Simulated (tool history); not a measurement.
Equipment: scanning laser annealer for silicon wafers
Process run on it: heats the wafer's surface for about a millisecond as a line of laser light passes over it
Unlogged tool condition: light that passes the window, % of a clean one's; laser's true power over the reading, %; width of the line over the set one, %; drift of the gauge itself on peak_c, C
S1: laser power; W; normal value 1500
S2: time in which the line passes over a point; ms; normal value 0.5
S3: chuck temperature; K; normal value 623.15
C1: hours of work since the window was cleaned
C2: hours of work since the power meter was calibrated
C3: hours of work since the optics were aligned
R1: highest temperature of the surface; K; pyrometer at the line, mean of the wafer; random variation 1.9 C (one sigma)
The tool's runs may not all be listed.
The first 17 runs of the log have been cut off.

Run 18, hour 411.3: usual settings but S1 1290 W; C1 805; C2 1054; C3 437. Result: R1 1235.15 K.
Run 19, hour 428.9: usual settings but S1 1290 W; C1 816; C2 1065; C3 448. Result: R1 1231.15 K.
Run 20, hour 458.9: usual settings but S1 1290 W; C1 836; C2 1085; C3 468. Result: R1 1230.15 K.
Run 21, hour 477.6: usual settings but S1 1417 W, S2 0.477 ms; C1 848; C2 1097; C3 480. Result: R1 1285.15 K.
Run 22, hour 501.5: usual settings but S1 1597 W, S3 592.15 K; C1 863; C2 1112; C3 495. Result: R1 1371.15 K.
Run 23, hour 515.5: usual settings but S1 1603 W, S3 630.15 K; C1 872; C2 1121; C3 504. Result: R1 1411.15 K.
Run 24, hour 540.2: usual settings but S3 632.15 K; C1 888; C2 1137; C3 520. Result: R1 1354.15 K.
Run 25, hour 557.7: usual settings but S3 632.15 K; C1 899; C2 1148; C3 531. Result: R1 1356.15 K.
Run 26, hour 582.1: usual settings but S1 1418 W, S2 0.483 ms, S3 652.15 K; C1 915; C2 1164; C3 547. Result: R1 1313.15 K.
Run 27, hour 611.7: usual settings but S1 1553 W, S2 0.364 ms, S3 652.15 K; C1 934; C2 1183; C3 566. Result: R1 1282.15 K.
Run 28, hour 640.4: usual settings but S2 0.447 ms; C1 952; C2 1201; C3 584. Result: R1 1300.15 K.
Run 29, hour 665.5: usual settings but S2 0.417 ms, S3 586.15 K; C1 968; C2 1217; C3 600. Result: R1 1237.15 K.
At hour 679.4: window over the wafer cleaned.
Run 30, hour 691.3: usual settings but S2 0.417 ms, S3 586.15 K; C1 8; C2 1232; C3 615. Result: R1 1271.15 K.
Run 31, hour 710.1: usual settings but S2 0.417 ms, S3 586.15 K; C1 20; C2 1244; C3 628. Result: R1 1270.15 K.
Run 32, hour 736.5: usual settings but S2 0.417 ms, S3 586.15 K; C1 37; C2 1261; C3 644. Result: R1 1269.15 K.
Run 33, hour 750.1: usual settings but S1 1574 W; C1 45; C2 1270; C3 653. Result: R1 1419.15 K.
Run 34, hour 781.5: usual settings but S2 0.436 ms, S3 639.15 K; C1 66; C2 1290; C3 673. Result: R1 1336.15 K.
Run 35, hour 796.4: usual settings but S1 1437 W, S2 0.436 ms, S3 639.15 K; C1 75; C2 1300; C3 683. Result: R1 1301.15 K.
Run 36, hour 822.5: usual settings but S1 1437 W, S2 0.436 ms, S3 639.15 K; C1 92; C2 1317; C3 700. Result: R1 1298.15 K.
Run 37, hour 841.7: usual settings but S1 1639 W, S2 0.608 ms, S3 656.15 K; C1 104; C2 1329; C3 712. Result: R1 1577.15 K.

What if the next run were any one of these 3? Each begins from the tool's condition after run 37:
Run A, hour 856.3: usual settings but S1 1399 W, S2 0.436 ms; C1 114; C2 1338; C3 721. Result: R1 ?.
Run B, hour 856.3: usual settings but S1 1639 W, S2 0.395 ms, S3 615.15 K; C1 114; C2 1338; C3 721. Result: R1 ?.
Run C, hour 856.3: usual settings but S1 1392 W, S2 0.361 ms, S3 614.15 K; C1 114; C2 1338; C3 721. Result: R1 ?.

run       R1
  A  1263.15
  B  1347.15
  C  1188.15
Had the tool no hidden state, the same runs would have come out as:
run       R1
  A  1281.15
  B  1367.15
  C  1204.15

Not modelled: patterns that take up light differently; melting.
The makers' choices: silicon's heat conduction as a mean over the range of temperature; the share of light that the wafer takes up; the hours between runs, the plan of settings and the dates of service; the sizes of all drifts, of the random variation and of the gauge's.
